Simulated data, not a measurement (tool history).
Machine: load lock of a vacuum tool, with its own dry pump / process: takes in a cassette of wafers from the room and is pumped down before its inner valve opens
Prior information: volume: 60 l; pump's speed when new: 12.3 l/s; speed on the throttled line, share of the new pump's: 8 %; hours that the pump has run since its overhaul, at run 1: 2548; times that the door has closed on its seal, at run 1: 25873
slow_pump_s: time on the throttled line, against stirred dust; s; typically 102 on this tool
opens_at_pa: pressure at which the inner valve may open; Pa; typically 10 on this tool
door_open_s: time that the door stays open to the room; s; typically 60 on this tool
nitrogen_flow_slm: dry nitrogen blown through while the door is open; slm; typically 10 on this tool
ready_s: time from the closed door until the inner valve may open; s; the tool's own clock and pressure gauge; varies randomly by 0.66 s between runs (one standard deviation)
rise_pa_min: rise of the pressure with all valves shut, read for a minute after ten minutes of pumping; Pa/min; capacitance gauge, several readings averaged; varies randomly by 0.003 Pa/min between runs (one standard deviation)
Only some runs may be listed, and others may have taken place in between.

| run | hour | slow_pump_s | opens_at_pa | door_open_s | nitrogen_flow_slm | hours that the pump has run since its overhaul | times that the door has closed on its seal | incoming humidity of the room's air, % | ready_s | rise_pa_min |
|---|---|---|---|---|---|---|---|---|---|---|
| 1 | 0.0 | 102 | 10 | 60 | 10 | 2548 | 25873 | 43.0 | 141.7 | 0.185 |
| 2 | 101.3 | 102 | 10 | 60 | 30 | 2649 | 26279 | 44.8 | 139.9 | 0.179 |
| 3 | 197.9 | 102 | 10 | 60 | 30 | 2746 | 26666 | 42.7 | 140.4 | 0.180 |
| 4 | 278.9 | 102 | 10 | 60 | 30 | 2827 | 26991 | 44.7 | 141.8 | 0.188 |
| 5 | 360.6 | 136 | 10 | 60 | 30 | 2908 | 27319 | 47.7 | 172.8 | 0.184 |
| 6 | 465.3 | 136 | 10 | 60 | 30 | 3013 | 27738 | 44.6 | 171.5 | 0.196 |
| 7 | 543.1 | 136 | 10 | 60 | 30 | 3091 | 28050 | 44.3 | 171.4 | 0.193 |
| 8 | 594.5 | 136 | 10 | 60 | 30 | 3142 | 28256 | 42.3 | 174.1 | 0.192 |
| 9 | 660.4 | 102 | 10 | 60 | 4 | 3208 | 28520 | 44.8 | 141.5 | 0.220 |
| 10 | 713.1 | 102 | 10 | 60 | 4 | 3261 | 28731 | 46.4 | 141.7 | 0.216 |
| 11 | 766.9 | 102 | 10 | 60 | 21 | 3315 | 28947 | 48.6 | 142.6 | 0.207 |
| 12 | 862.8 | 102 | 10 | 60 | 21 | 3411 | 29331 | 42.9 | 140.8 | 0.209 |
| 13 | 930.8 | 102 | 11 | 60 | 10 | 3479 | 29604 | 45.6 | 143.0 | 0.218 |
| 14 | 979.7 | 102 | 11 | 63 | 10 | 3528 | 29800 | 46.3 | 141.5 | 0.216 |
| 15 | 1035.2 | 102 | 10 | 60 | 10 | 3583 | 30022 | 46.1 | 143.3 | 0.221 |
| 16 | 1080.7 | 102 | 10 | 60 | 10 | 3629 | 30205 | 44.4 | 142.2 | 0.218 |
| 17 | 1148.0 | 102 | 10 | 60 | 10 | 3696 | 30474 | 43.9 | 142.4 | 0.224 |
| 18 | 1224.4 | 102 | 10 | 60 | 9 | 3772 | 30781 | 44.1 | 142.7 | 0.224 |
| 19 | 1300.4 | 102 | 10 | 60 | 9 | 3848 | 31085 | 41.9 | 142.1 | 0.234 |
| 20 | 1347.4 | 102 | 11 | 60 | 17 | 3895 | 31273 | 41.1 | 140.8 | 0.234 |
| 21 | 1396.1 | 87 | 10 | 105 | 5 | 3944 | 31469 | 45.6 | 128.5 | 0.250 |
| 22 | 1451.1 | 87 | 10 | 105 | 5 | 3999 | 31689 | 42.1 | 128.0 | 0.253 |
| 23 | 1524.0 | 87 | 10 | 105 | 5 | 4072 | 31981 | 47.9 | 129.1 | 0.254 |
| 24 | 1616.6 | 130 | 20 | 60 | 10 | 4164 | 32352 | 48.1 | 165.3 | 0.244 |
| 25 | 1713.5 | 130 | 20 | 60 | 10 | 4261 | 32741 | 45.6 | 165.5 | 0.255 |
| 26 | 1755.9 | 130 | 20 | 60 | 10 | 4304 | 32910 | 45.7 | 162.4 | 0.254 |
| 27 | 1836.0 | 78 | 8 | 26 | 9 | 4384 | 33232 | 44.7 | 121.9 | 0.248 |
| 28 | 1937.7 | 78 | 9 | 26 | 28 | 4486 | 33639 | 43.7 | 122.6 | 0.251 |
| 29 | 1980.1 | 142 | 10 | 111 | 6 | 4528 | 33809 | 45.6 | 178.8 | 0.286 |
| 30 | 2082.1 | 142 | 10 | 111 | 6 | 4630 | 34218 | 44.6 | 178.3 | 0.285 |
| 31 | 2176.6 | 86 | 10 | 60 | 10 | 4724 | 34597 | 44.2 | 128.1 | 0.278 |
| 32 | 2248.9 | 86 | 10 | 60 | 10 | 4797 | 34886 | 44.4 | 128.0 | 0.283 |
| 33 | 2331.8 | 102 | 16 | 46 | 10 | 4880 | 35218 | 44.7 | 139.8 | 0.273 |
| 34 | 2435.5 | 76 | 15 | 128 | 8 | 4983 | 35634 | 46.0 | 117.8 | 0.301 |
| 35 | 2524.5 | 76 | 15 | 128 | 8 | 5072 | 35991 | 47.3 | 116.8 | 0.302 |
| 36 | 2624.1 | 142 | 15 | 128 | 8 | 5172 | 36390 | 44.6 | 177.0 | 0.308 |

Some steps in ready_s, run to run, broken into two amounts with sign: the step expected even without the hidden condition (settings, incoming material, random variation), and the rest, left for the hidden condition together with whatever gauge scatter is not in both the measured and the hidden-condition-free result:
The tool's hidden condition here consists of: pump's speed, % of a new pump's; leak at the door's seal, Pa l/s; drift of the gauge itself on ready_s, %; drift of the gauge itself on rise_pa_min, %.
Run 23 -> 24: slow_pump_s 87 -> 130, opens_at_pa 10 -> 20, door_open_s 105 -> 60, nitrogen_flow_slm 5 -> 10. ready_s +36.2 s: hidden state -0.6, all else +36.8.
Run 26 -> 27: slow_pump_s 130 -> 78, opens_at_pa 20 -> 8, door_open_s 60 -> 26, nitrogen_flow_slm 10 -> 9. ready_s -40.5 s: hidden state +1.1, all else -41.6.
Run 28 -> 29: slow_pump_s 78 -> 142, opens_at_pa 9 -> 10, door_open_s 26 -> 111, nitrogen_flow_slm 28 -> 6. ready_s +56.2 s: hidden state -0.5, all else +56.7.
Run 30 -> 31: slow_pump_s 142 -> 86, door_open_s 111 -> 60, nitrogen_flow_slm 6 -> 10. ready_s -50.2 s: hidden state +0.4, all else -50.6.
Run 35 -> 36: slow_pump_s 76 -> 142. ready_s +60.2 s: hidden state -0.6, all else +60.8.
